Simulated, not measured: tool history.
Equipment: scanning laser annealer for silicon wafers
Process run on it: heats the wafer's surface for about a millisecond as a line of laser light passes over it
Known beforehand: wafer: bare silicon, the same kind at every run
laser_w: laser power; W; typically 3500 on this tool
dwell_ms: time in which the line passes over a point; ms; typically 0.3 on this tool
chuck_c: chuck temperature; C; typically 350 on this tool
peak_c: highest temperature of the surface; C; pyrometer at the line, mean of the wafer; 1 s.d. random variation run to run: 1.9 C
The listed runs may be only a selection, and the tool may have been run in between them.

| run | hour | laser_w | dwell_ms | chuck_c | peak_c |
|---|---|---|---|---|---|
| 1 | 0 | 3500 | 0.3 | 350 | 1170 |
| 2 | 17.2 | 3500 | 0.3 | 350 | 1171 |
| 3 | 26.7 | 3500 | 0.3 | 350 | 1164 |
| 4 | 42.3 | 3500 | 0.3 | 350 | 1166 |
| 5 | 55.2 | 3500 | 0.3 | 350 | 1169 |
| 6 | 77.2 | 3500 | 0.3 | 343 | 1160 |
| 7 | 95.9 | 3161 | 0.3 | 350 | 1086 |
| 8 | 106.9 | 3161 | 0.3 | 350 | 1083 |
| 9 | 119.3 | 3161 | 0.3 | 350 | 1088 |
|  | 123.4 | laser's power meter calibrated |
| 10 | 138.7 | 3500 | 0.3 | 350 | 1163 |
| 11 | 158.5 | 3500 | 0.3 | 350 | 1163 |
| 12 | 176.8 | 3500 | 0.321 | 350 | 1182 |
| 13 | 191.4 | 3500 | 0.321 | 350 | 1184 |
|  | 206.4 | laser's power meter calibrated, once more |
| 14 | 217.2 | 3500 | 0.321 | 350 | 1177 |
| 15 | 231.3 | 3500 | 0.321 | 350 | 1180 |
| 16 | 253.1 | 3500 | 0.321 | 350 | 1176 |
| 17 | 268.2 | 3087 | 0.3 | 350 | 1064 |
| 18 | 286.4 | 3087 | 0.3 | 350 | 1059 |
| 19 | 299.5 | 3124 | 0.3 | 331 | 1052 |
| 20 | 318 | 3124 | 0.3 | 331 | 1046 |
| 21 | 336.9 | 3124 | 0.3 | 331 | 1052 |
| 22 | 351 | 3124 | 0.3 | 331 | 1044 |
| 23 | 363 | 3124 | 0.3 | 331 | 1048 |
| 24 | 385.7 | 3789 | 0.229 | 350 | 1117 |
| 25 | 406.3 | 3789 | 0.229 | 350 | 1118 |
| 26 | 426.9 | 3799 | 0.267 | 375 | 1193 |
| 27 | 436.4 | 2984 | 0.3 | 350 | 1034 |
| 28 | 459 | 3378 | 0.295 | 346 | 1110 |
| 29 | 478.3 | 3294 | 0.3 | 350 | 1100 |
| 30 | 497.1 | 3039 | 0.3 | 324 | 1014 |
| 31 | 518.7 | 3442 | 0.288 | 335 | 1101 |
| 32 | 541.5 | 3500 | 0.377 | 350 | 1225 |
| 33 | 553.8 | 3288 | 0.266 | 314 | 1017 |

Forecast each of these 4 alternatives for the next run:
| A | 572.8 | 3288 | 0.266 | 336 | ? |
| B | 572.8 | 3554 | 0.233 | 313 | ? |
| C | 572.8 | 3791 | 0.3 | 336 | ? |
| D | 572.8 | 3641 | 0.266 | 314 | ? |

| run | peak_c |
|---|---|
| A | 1045 |
| B | 1036 |
| C | 1187 |
| D | 1094 |
What these runs would have given with no unlogged condition in the tool:
| run | peak_c |
|---|---|
| A | 1073 |
| B | 1065 |
| C | 1221 |
| D | 1125 |

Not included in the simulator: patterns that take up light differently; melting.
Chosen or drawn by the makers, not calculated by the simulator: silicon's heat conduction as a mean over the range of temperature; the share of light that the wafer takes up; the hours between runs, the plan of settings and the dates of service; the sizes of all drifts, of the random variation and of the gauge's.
